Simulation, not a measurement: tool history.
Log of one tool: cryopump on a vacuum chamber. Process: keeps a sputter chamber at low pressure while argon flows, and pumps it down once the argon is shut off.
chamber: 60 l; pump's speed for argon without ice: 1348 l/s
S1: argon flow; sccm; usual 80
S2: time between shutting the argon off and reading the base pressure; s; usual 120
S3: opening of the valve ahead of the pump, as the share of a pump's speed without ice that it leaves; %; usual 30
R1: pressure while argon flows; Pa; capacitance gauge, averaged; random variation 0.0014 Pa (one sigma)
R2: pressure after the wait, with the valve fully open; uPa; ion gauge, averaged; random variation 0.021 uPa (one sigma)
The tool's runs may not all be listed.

| run | hour | S1 | S2 | S3 | R1 | R2 |
|---|---|---|---|---|---|---|
| 1 | 0.0 | 80 | 120 | 30 | 0.3451 | 0.61 |
| 2 | 65.3 | 80 | 120 | 30 | 0.3420 | 0.59 |
| 3 | 141.9 | 80 | 120 | 30 | 0.3465 | 0.60 |
| 4 | 218.5 | 80 | 120 | 30 | 0.3484 | 0.65 |
| 5 | 286.9 | 80 | 120 | 30 | 0.3516 | 0.65 |
| 6 | 338.9 | 80 | 120 | 30 | 0.3517 | 0.69 |
| 7 | 398.5 | 147 | 120 | 30 | 0.6535 | 0.68 |
| 8 | 437.7 | 147 | 120 | 30 | 0.6569 | 0.72 |
|  | 492.9 | pump warmed up, emptied and cooled again |
| 9 | 497.4 | 147 | 120 | 30 | 0.6215 | 0.61 |
| 10 | 544.8 | 147 | 120 | 30 | 0.6219 | 0.65 |
| 11 | 613.1 | 147 | 120 | 30 | 0.6267 | 0.66 |
| 12 | 684.4 | 147 | 120 | 27 | 0.6984 | 0.68 |
| 13 | 728.8 | 110 | 22 | 16 | 0.8742 | 1.66 |
| 14 | 769.4 | 61 | 230 | 22 | 0.3550 | 0.61 |
| 15 | 821.8 | 61 | 230 | 22 | 0.3571 | 0.62 |
| 16 | 860.7 | 134 | 120 | 35 | 0.4999 | 0.70 |
| 17 | 920.7 | 69 | 42 | 30 | 0.2988 | 1.13 |
|  | 937.9 | leaking fittings of the chamber tightened, without venting |
| 18 | 980.1 | 158 | 120 | 30 | 0.6888 | 0.49 |
| 19 | 1059.6 | 151 | 55 | 30 | 0.6671 | 0.74 |
| 20 | 1122.0 | 121 | 120 | 15 | 1.0435 | 0.53 |
| 21 | 1207.4 | 125 | 168 | 38 | 0.4470 | 0.51 |
| 22 | 1289.3 | 54 | 120 | 31 | 0.2349 | 0.62 |
|  | 1306.0 | pump warmed up, emptied and cooled again |
| 23 | 1373.8 | 54 | 120 | 31 | 0.2209 | 0.50 |

3 ways to go on from here, each from the tool as it stands after run 23. What would each give?
| A | 1446.5 | 54 | 119 | 31 | ? | ? |
| B | 1446.5 | 38 | 120 | 29 | ? | ? |
| C | 1446.5 | 80 | 120 | 37 | ? | ? |

| run | R1 | R2 |
|---|---|---|
| A | 0.2223 | 0.51 |
| B | 0.1677 | 0.54 |
| C | 0.2762 | 0.53 |
Without the tool's hidden state the same runs would have given:
| run | R1 | R2 |
|---|---|---|
| A | 0.2184 | 0.40 |
| B | 0.1649 | 0.43 |
| C | 0.2705 | 0.42 |

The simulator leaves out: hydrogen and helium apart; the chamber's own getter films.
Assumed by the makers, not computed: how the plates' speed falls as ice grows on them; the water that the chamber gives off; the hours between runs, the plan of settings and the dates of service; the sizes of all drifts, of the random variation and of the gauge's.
